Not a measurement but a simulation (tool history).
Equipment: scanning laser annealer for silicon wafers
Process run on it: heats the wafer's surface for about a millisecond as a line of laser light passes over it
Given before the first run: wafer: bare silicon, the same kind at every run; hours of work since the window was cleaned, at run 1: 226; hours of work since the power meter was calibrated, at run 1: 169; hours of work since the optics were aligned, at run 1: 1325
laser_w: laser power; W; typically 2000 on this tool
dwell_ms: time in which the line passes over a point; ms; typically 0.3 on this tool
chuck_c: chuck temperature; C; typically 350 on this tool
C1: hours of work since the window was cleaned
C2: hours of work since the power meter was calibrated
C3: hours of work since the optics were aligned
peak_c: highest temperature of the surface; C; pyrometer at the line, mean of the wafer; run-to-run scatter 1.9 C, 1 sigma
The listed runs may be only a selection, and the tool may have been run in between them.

{"run": 1, "hour": 0.0, "laser_w": 2000, "dwell_ms": 0.3, "chuck_c": 350, "C1": 226, "C2": 169, "C3": 1325, "peak_c": 1069}
{"run": 2, "hour": 28.3, "laser_w": 2000, "dwell_ms": 0.3, "chuck_c": 350, "C1": 247, "C2": 190, "C3": 1346, "peak_c": 1066}
{"run": 3, "hour": 48.2, "laser_w": 2000, "dwell_ms": 0.3, "chuck_c": 350, "C1": 261, "C2": 205, "C3": 1361, "peak_c": 1067}
{"run": 4, "hour": 74.9, "laser_w": 2000, "dwell_ms": 0.3, "chuck_c": 350, "C1": 281, "C2": 224, "C3": 1381, "peak_c": 1066}
{"run": 5, "hour": 98.8, "laser_w": 2135, "dwell_ms": 0.3, "chuck_c": 350, "C1": 299, "C2": 242, "C3": 1399, "peak_c": 1118}
{"run": 6, "hour": 114.6, "laser_w": 2135, "dwell_ms": 0.3, "chuck_c": 350, "C1": 311, "C2": 254, "C3": 1410, "peak_c": 1118}
{"run": 7, "hour": 127.3, "laser_w": 2000, "dwell_ms": 0.245, "chuck_c": 350, "C1": 320, "C2": 263, "C3": 1420, "peak_c": 991}
{"run": 8, "hour": 152.9, "laser_w": 2000, "dwell_ms": 0.245, "chuck_c": 350, "C1": 339, "C2": 282, "C3": 1439, "peak_c": 994}
{"run": 9, "hour": 180.8, "laser_w": 1772, "dwell_ms": 0.245, "chuck_c": 350, "C1": 360, "C2": 303, "C3": 1460, "peak_c": 909}
{"run": 10, "hour": 210.2, "laser_w": 1772, "dwell_ms": 0.245, "chuck_c": 350, "C1": 382, "C2": 325, "C3": 1481, "peak_c": 911}
{"run": 11, "hour": 225.1, "laser_w": 2000, "dwell_ms": 0.3, "chuck_c": 350, "C1": 393, "C2": 336, "C3": 1492, "peak_c": 1063}
{"hour": 232.8, "done": "optics aligned, line set to its width"}
{"run": 12, "hour": 259.7, "laser_w": 2000, "dwell_ms": 0.3, "chuck_c": 350, "C1": 414, "C2": 358, "C3": 20, "peak_c": 1060}
{"hour": 286.3, "done": "optics aligned, line set to its width, once more"}
{"run": 13, "hour": 290.0, "laser_w": 2000, "dwell_ms": 0.38, "chuck_c": 350, "C1": 433, "C2": 376, "C3": 3, "peak_c": 1181}
{"run": 14, "hour": 313.8, "laser_w": 2000, "dwell_ms": 0.38, "chuck_c": 350, "C1": 451, "C2": 394, "C3": 20, "peak_c": 1180}
{"run": 15, "hour": 327.8, "laser_w": 2000, "dwell_ms": 0.38, "chuck_c": 350, "C1": 461, "C2": 405, "C3": 31, "peak_c": 1183}
{"run": 16, "hour": 346.7, "laser_w": 2000, "dwell_ms": 0.3, "chuck_c": 350, "C1": 475, "C2": 419, "C3": 45, "peak_c": 1082}
{"run": 17, "hour": 360.2, "laser_w": 2000, "dwell_ms": 0.3, "chuck_c": 350, "C1": 485, "C2": 429, "C3": 55, "peak_c": 1077}
{"run": 18, "hour": 374.2, "laser_w": 2000, "dwell_ms": 0.341, "chuck_c": 350, "C1": 496, "C2": 439, "C3": 65, "peak_c": 1125}
{"run": 19, "hour": 392.8, "laser_w": 2000, "dwell_ms": 0.341, "chuck_c": 350, "C1": 510, "C2": 453, "C3": 79, "peak_c": 1128}
{"run": 20, "hour": 405.1, "laser_w": 1758, "dwell_ms": 0.296, "chuck_c": 332, "C1": 519, "C2": 462, "C3": 88, "peak_c": 957}
{"run": 21, "hour": 428.2, "laser_w": 1758, "dwell_ms": 0.296, "chuck_c": 332, "C1": 536, "C2": 479, "C3": 105, "peak_c": 956}
{"run": 22, "hour": 440.3, "laser_w": 2155, "dwell_ms": 0.267, "chuck_c": 357, "C1": 545, "C2": 488, "C3": 114, "peak_c": 1095}
{"run": 23, "hour": 458.8, "laser_w": 1819, "dwell_ms": 0.309, "chuck_c": 360, "C1": 559, "C2": 502, "C3": 128, "peak_c": 1024}
{"run": 24, "hour": 483.8, "laser_w": 1819, "dwell_ms": 0.309, "chuck_c": 360, "C1": 577, "C2": 520, "C3": 147, "peak_c": 1024}
{"run": 25, "hour": 506.8, "laser_w": 1730, "dwell_ms": 0.285, "chuck_c": 375, "C1": 594, "C2": 537, "C3": 164, "peak_c": 976}
{"run": 26, "hour": 519.4, "laser_w": 1730, "dwell_ms": 0.315, "chuck_c": 375, "C1": 603, "C2": 547, "C3": 173, "peak_c": 1006}
{"run": 27, "hour": 535.1, "laser_w": 1979, "dwell_ms": 0.3, "chuck_c": 365, "C1": 615, "C2": 558, "C3": 185, "peak_c": 1080}
{"run": 28, "hour": 555.8, "laser_w": 1953, "dwell_ms": 0.261, "chuck_c": 355, "C1": 630, "C2": 574, "C3": 200, "peak_c": 1009}
{"run": 29, "hour": 578.1, "laser_w": 1953, "dwell_ms": 0.261, "chuck_c": 355, "C1": 647, "C2": 590, "C3": 217, "peak_c": 1005}
{"run": 30, "hour": 597.4, "laser_w": 2164, "dwell_ms": 0.295, "chuck_c": 381, "C1": 661, "C2": 605, "C3": 231, "peak_c": 1164}
{"run": 31, "hour": 612.6, "laser_w": 2164, "dwell_ms": 0.295, "chuck_c": 381, "C1": 673, "C2": 616, "C3": 242, "peak_c": 1160}
{"run": 32, "hour": 636.9, "laser_w": 1712, "dwell_ms": 0.376, "chuck_c": 324, "C1": 691, "C2": 634, "C3": 260, "peak_c": 1012}
{"run": 33, "hour": 654.1, "laser_w": 1858, "dwell_ms": 0.314, "chuck_c": 371, "C1": 703, "C2": 647, "C3": 273, "peak_c": 1049}
{"run": 34, "hour": 667.0, "laser_w": 1721, "dwell_ms": 0.241, "chuck_c": 369, "C1": 713, "C2": 656, "C3": 282, "peak_c": 912}
{"run": 35, "hour": 685.9, "laser_w": 2190, "dwell_ms": 0.315, "chuck_c": 322, "C1": 727, "C2": 670, "C3": 296, "peak_c": 1141}

Describe how what the log doesn't record of the tool's condition differs between the last listed run preceding each entry between runs and the first listed run following it.
From run 11 to run 12: optics aligned, line set to its width (hour 232.8)
  light that passes the window, % of a clean one's: 98.94 -> 98.88; width of the line over the set one, %: 4.69 -> 6.04
  measured less the result without the state, peak_c: -25 -> -31 C
From run 12 to run 13: optics aligned, line set to its width, once more (hour 286.3)
  light that passes the window, % of a clean one's: 98.88 -> 98.83; laser's true power over the reading, %: 0.18 -> 0.17; width of the line over the set one, %: 6.04 -> 0.17
  measured less the result without the state, peak_c: -31 -> -10 C

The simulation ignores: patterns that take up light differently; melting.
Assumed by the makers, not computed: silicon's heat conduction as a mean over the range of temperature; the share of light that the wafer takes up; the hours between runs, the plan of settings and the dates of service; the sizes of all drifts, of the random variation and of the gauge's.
